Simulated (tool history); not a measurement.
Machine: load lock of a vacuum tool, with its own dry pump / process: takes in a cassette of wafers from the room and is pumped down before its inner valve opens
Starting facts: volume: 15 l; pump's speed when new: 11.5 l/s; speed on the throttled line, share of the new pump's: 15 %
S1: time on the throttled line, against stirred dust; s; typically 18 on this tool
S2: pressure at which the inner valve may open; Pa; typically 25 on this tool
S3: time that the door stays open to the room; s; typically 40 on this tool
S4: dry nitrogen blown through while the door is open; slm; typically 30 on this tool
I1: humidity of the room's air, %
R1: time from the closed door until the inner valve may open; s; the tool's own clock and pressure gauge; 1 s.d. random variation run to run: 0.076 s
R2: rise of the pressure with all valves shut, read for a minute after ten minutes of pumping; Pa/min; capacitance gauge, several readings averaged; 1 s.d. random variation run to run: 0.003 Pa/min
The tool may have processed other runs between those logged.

run     day  S1  S2   S3  S4    I1     R1     R2
  1   0.000  18  25   40  30  44.9  26.25  0.042
  2   1.779  18  25   40  30  45.2  26.34  0.051
  3   5.271  18  25   40  30  45.9  26.33  0.051
  4   7.117  18  25   40  30  43.3  26.36  0.054
  5  11.371  27  25   40  30  46.2  33.83  0.054
  6  15.071  27  25   40  30  46.5  33.89  0.051
  7  18.433  27  25   33  30  46.6  33.88  0.050
  8  22.729  27  25   33  30  49.3  33.93  0.052
  9  24.912  18  25   26  30  43.8  26.42  0.044
 10  29.212  18  25   40  30  46.7  26.49  0.062
 11  31.579  12  31   40  30  46.6  20.98  0.052
 12  35.050  18  49   73  30  44.8  25.50  0.063
 13  39.396  18  29   87   7  43.5  26.31  0.081
 14  41.288  18  29   87   7  47.5  26.18  0.083
 15  44.808  18  25  214  30  44.1  26.46  0.090
 16  49.096  18  25  214  30  45.2  26.45  0.092
 17  53.321  18  21   40  11  47.6  26.72  0.068
 18  55.246  18  21   40  44  40.8  26.72  0.059
 19  57.862  18  18   40   7  46.1  27.10  0.070

Branching from run 19: 5 alternative next runs. What would each branch give?
  A  60.392  10  25  40  30  41.8   ?   ?
  B  60.392  15  24  80   7  47.4   ?   ?
  C  60.392  18  35  40  21  45.8   ?   ?
  D  60.392  12  18  44   7  42.5   ?   ?
  E  60.392  11  25  26  30  48.6   ?   ?

run     R1     R2
  A  19.64  0.060
  B  23.99  0.090
  C  25.96  0.067
  D  21.86  0.076
  E  20.48  0.058
With no hidden state in the tool, these same runs would have given:
run     R1     R2
  A  19.27  0.023
  B  23.65  0.053
  C  25.65  0.031
  D  21.49  0.040
  E  20.12  0.021
